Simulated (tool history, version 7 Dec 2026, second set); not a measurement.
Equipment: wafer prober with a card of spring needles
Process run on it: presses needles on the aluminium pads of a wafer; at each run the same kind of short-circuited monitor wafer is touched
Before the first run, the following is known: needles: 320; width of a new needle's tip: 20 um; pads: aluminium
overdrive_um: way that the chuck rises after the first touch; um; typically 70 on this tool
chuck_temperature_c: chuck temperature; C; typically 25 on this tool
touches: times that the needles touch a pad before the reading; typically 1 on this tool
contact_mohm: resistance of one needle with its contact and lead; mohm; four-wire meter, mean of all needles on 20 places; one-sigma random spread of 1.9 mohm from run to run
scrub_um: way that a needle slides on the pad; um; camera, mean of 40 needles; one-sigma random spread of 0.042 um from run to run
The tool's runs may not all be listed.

run,hour,overdrive_um,chuck_temperature_c,touches,contact_mohm,scrub_um
1,0,70,25,1,229,13.03
# hour 12.4: tips cleaned on abrasive film
# hour 22: height of the first contact set anew
# hour 25.2: tips cleaned on abrasive film
# hour 37.6: tips cleaned on abrasive film
2,44.2,70,25,1,313,13.36
# hour 50.5: tips cleaned on abrasive film
# hour 62.9: tips cleaned on abrasive film
# hour 78.4: tips cleaned on abrasive film
3,87.2,70,25,1,332,13.31
# hour 93.5: tips cleaned on abrasive film
# hour 105.9: tips cleaned on abrasive film
# hour 118.4: tips cleaned on abrasive film
# hour 130.8: tips cleaned on abrasive film
# hour 143.2: tips cleaned on abrasive film
# hour 155.7: tips cleaned on abrasive film
4,156.9,70,25,2,227,13.24
# hour 169.3: tips cleaned on abrasive film
# hour 181.8: tips cleaned on abrasive film
# hour 197.3: tips cleaned on abrasive film
# hour 209.7: tips cleaned on abrasive film
5,214.2,70,25,2,251,13.13
# hour 223.5: tips cleaned on abrasive film
# hour 236: tips cleaned on abrasive film
# hour 251.5: tips cleaned on abrasive film
# hour 263.9: tips cleaned on abrasive film
# hour 275.9: card fitted with new needles
# hour 291.4: tips cleaned on abrasive film
# hour 303.9: tips cleaned on abrasive film
6,310.8,70,25,2,225,13.38
# hour 317: tips cleaned on abrasive film
# hour 329.5: tips cleaned on abrasive film
# hour 341.9: tips cleaned on abrasive film
# hour 357.4: tips cleaned on abrasive film
# hour 373: tips cleaned on abrasive film
# hour 388.5: tips cleaned on abrasive film
7,389.3,70,25,2,211,13.29
# hour 401.7: tips cleaned on abrasive film
# hour 414.1: tips cleaned on abrasive film
# hour 426.6: tips cleaned on abrasive film
# hour 439: tips cleaned on abrasive film
# hour 454.5: tips cleaned on abrasive film
# hour 467: tips cleaned on abrasive film
8,478.1,70,25,2,241,13.14
# hour 481.3: tips cleaned on abrasive film
# hour 493.7: tips cleaned on abrasive film
# hour 506.1: tips cleaned on abrasive film
# hour 518.6: tips cleaned on abrasive film
# hour 531: tips cleaned on abrasive film
# hour 543.4: tips cleaned on abrasive film
9,554.6,70,25,2,244,13.12
# hour 557.8: tips cleaned on abrasive film, once more
# hour 573.3: tips cleaned on abrasive film
# hour 585.7: tips cleaned on abrasive film
# hour 598.2: tips cleaned on abrasive film
# hour 604.6: height of the first contact set anew
# hour 614: tips cleaned on abrasive film
10,620.5,53,25,2,249,10.18
# hour 626.8: tips cleaned on abrasive film
# hour 642.3: tips cleaned on abrasive film
# hour 654.7: tips cleaned on abrasive film
# hour 667.2: tips cleaned on abrasive film
# hour 682.7: tips cleaned on abrasive film
# hour 695.1: tips cleaned on abrasive film
# hour 710.7: tips cleaned on abrasive film
11,715.2,53,25,2,246,9.95
# hour 724.5: tips cleaned on abrasive film
# hour 737: tips cleaned on abrasive film
# hour 749.4: tips cleaned on abrasive film
# hour 761.8: tips cleaned on abrasive film
# hour 774.7: tips cleaned on abrasive film
12,774.7,60,25,1,212,11.3
# hour 790.2: tips cleaned on abrasive film
# hour 805.7: tips cleaned on abrasive film
# hour 821.2: tips cleaned on abrasive film
# hour 836.7: tips cleaned on abrasive film
# hour 849.2: tips cleaned on abrasive film
# hour 864.5: tips cleaned on abrasive film
13,864.5,60,92,2,233,11.16
# hour 876.9: tips cleaned on abrasive film
# hour 892.4: tips cleaned on abrasive film
# hour 904.9: tips cleaned on abrasive film
14,911.6,60,82,2,259,11.09
# hour 917.9: tips cleaned on abrasive film
# hour 930.3: tips cleaned on abrasive film
# hour 933.7: height of the first contact set anew
# hour 943: tips cleaned on abrasive film
# hour 955.5: tips cleaned on abrasive film
# hour 971: tips cleaned on abrasive film
# hour 986.5: tips cleaned on abrasive film
15,987.5,69,79,2,219,13.21
# hour 999.9: tips cleaned on abrasive film
# hour 1015.5: tips cleaned on abrasive film
# hour 1027.9: tips cleaned on abrasive film
# hour 1040.3: tips cleaned on abrasive film
# hour 1055.9: tips cleaned on abrasive film
# hour 1068.3: tips cleaned on abrasive film
16,1079.4,84,79,2,245,15.99
# hour 1082.6: tips cleaned on abrasive film
# hour 1095.1: tips cleaned on abrasive film
# hour 1110.6: tips cleaned on abrasive film
# hour 1123: tips cleaned on abrasive film
# hour 1135.5: tips cleaned on abrasive film
17,1146.9,84,79,2,245,15.87
# hour 1150.1: tips cleaned on abrasive film
# hour 1165.6: tips cleaned on abrasive film
# hour 1178: tips cleaned on abrasive film
# hour 1193.6: tips cleaned on abrasive film
18,1201.8,84,79,2,235,15.76
# hour 1208: tips cleaned on abrasive film
# hour 1220.5: tips cleaned on abrasive film
# hour 1232.9: tips cleaned on abrasive film
# hour 1245.3: tips cleaned on abrasive film
# hour 1260.9: tips cleaned on abrasive film
# hour 1261.2: height of the first contact set anew
# hour 1273.6: tips cleaned on abrasive film
19,1277.7,70,25,1,240,13.46
# hour 1287: tips cleaned on abrasive film
# hour 1302.5: tips cleaned on abrasive film
# hour 1318.1: tips cleaned on abrasive film
# hour 1330.5: tips cleaned on abrasive film
# hour 1346: tips cleaned on abrasive film
20,1346.5,74,27,1,211,14.09
# hour 1359: tips cleaned on abrasive film
# hour 1371.4: tips cleaned on abrasive film
# hour 1383.8: tips cleaned on abrasive film
# hour 1396.3: tips cleaned on abrasive film
# hour 1408.7: tips cleaned on abrasive film
# hour 1421.1: tips cleaned on abrasive film
# hour 1433.6: tips cleaned on abrasive film
21,1442.8,71,25,1,273,13.36

Predict each of these 5 candidate next runs independently; none follows another, all start after run 21:
# hour 1449: tips cleaned on abrasive film
# hour 1461.5: tips cleaned on abrasive film
# hour 1473.9: tips cleaned on abrasive film
# hour 1486.3: tips cleaned on abrasive film
# hour 1498.8: tips cleaned on abrasive film
A,1510.1,76,40,3,?,?
# hour 1449: tips cleaned on abrasive film
# hour 1461.5: tips cleaned on abrasive film
# hour 1473.9: tips cleaned on abrasive film
# hour 1486.3: tips cleaned on abrasive film
# hour 1498.8: tips cleaned on abrasive film
B,1510.1,70,53,1,?,?
# hour 1449: tips cleaned on abrasive film
# hour 1461.5: tips cleaned on abrasive film
# hour 1473.9: tips cleaned on abrasive film
# hour 1486.3: tips cleaned on abrasive film
# hour 1498.8: tips cleaned on abrasive film
C,1510.1,50,25,1,?,?
# hour 1449: tips cleaned on abrasive film
# hour 1461.5: tips cleaned on abrasive film
# hour 1473.9: tips cleaned on abrasive film
# hour 1486.3: tips cleaned on abrasive film
# hour 1498.8: tips cleaned on abrasive film
D,1510.1,76,25,1,?,?
# hour 1449: tips cleaned on abrasive film
# hour 1461.5: tips cleaned on abrasive film
# hour 1473.9: tips cleaned on abrasive film
# hour 1486.3: tips cleaned on abrasive film
# hour 1498.8: tips cleaned on abrasive film
E,1510.1,51,25,3,?,?

run,contact_mohm,scrub_um
A,234,14.22
B,297,13.01
C,377,9.23
D,278,14.25
E,272,9.41
Without the tool's hidden state the same runs would have given:
run,contact_mohm,scrub_um
A,204,14.61
B,209,13.4
C,208,9.62
D,201,14.65
E,209,9.81
